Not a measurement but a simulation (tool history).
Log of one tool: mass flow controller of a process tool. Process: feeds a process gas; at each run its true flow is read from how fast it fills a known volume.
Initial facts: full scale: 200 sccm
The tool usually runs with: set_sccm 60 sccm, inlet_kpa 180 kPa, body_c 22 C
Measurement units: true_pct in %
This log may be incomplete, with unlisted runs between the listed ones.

Run 1, day 0: usual settings. Result: true_pct 98.86 %.
Run 2, day 15.4: usual settings. Result: true_pct 99.05 %.
Run 3, day 28.858: usual settings but body_c 35 C. Result: true_pct 98.05 %.
Run 4, day 48.075: usual settings but body_c 35 C. Result: true_pct 98.06 %.
Run 5, day 67.7: usual settings but body_c 35 C. Result: true_pct 98.11 %.
Run 6, day 90.121: usual settings but body_c 35 C. Result: true_pct 98.5 %.
Run 7, day 108.475: usual settings but body_c 35 C. Result: true_pct 98.63 %.
Run 8, day 128.788: usual settings but set_sccm 192 sccm, inlet_kpa 173 kPa, body_c 30 C. Result: true_pct 98.71 %.
Run 9, day 142.017: usual settings but set_sccm 192 sccm, inlet_kpa 173 kPa, body_c 30 C. Result: true_pct 98.83 %.
Run 10, day 153.929: usual settings but set_sccm 61 sccm, inlet_kpa 176 kPa, body_c 21 C. Result: true_pct 100.06 %.

5 ways to go on from here, each from the tool as it stands after run 10. What would each give?
Run A, day 173.729: usual settings. Result: true_pct ?.
Run B, day 173.729: usual settings but set_sccm 47 sccm, inlet_kpa 174 kPa, body_c 34 C. Result: true_pct ?.
Run C, day 173.729: usual settings but set_sccm 61 sccm, inlet_kpa 176 kPa, body_c 33 C. Result: true_pct ?.
Run D, day 173.729: usual settings but set_sccm 52 sccm, inlet_kpa 209 kPa, body_c 29 C. Result: true_pct ?.
Run E, day 173.729: usual settings but set_sccm 63 sccm, inlet_kpa 209 kPa, body_c 32 C. Result: true_pct ?.

run  true_pct
  A     100.2
  B     99.54
  C        99
  D     99.88
  E     99.24
With no hidden state in the tool, these same runs would have given:
run  true_pct
  A     99.12
  B     97.82
  C     97.96
  D     98.45
  E     98.28
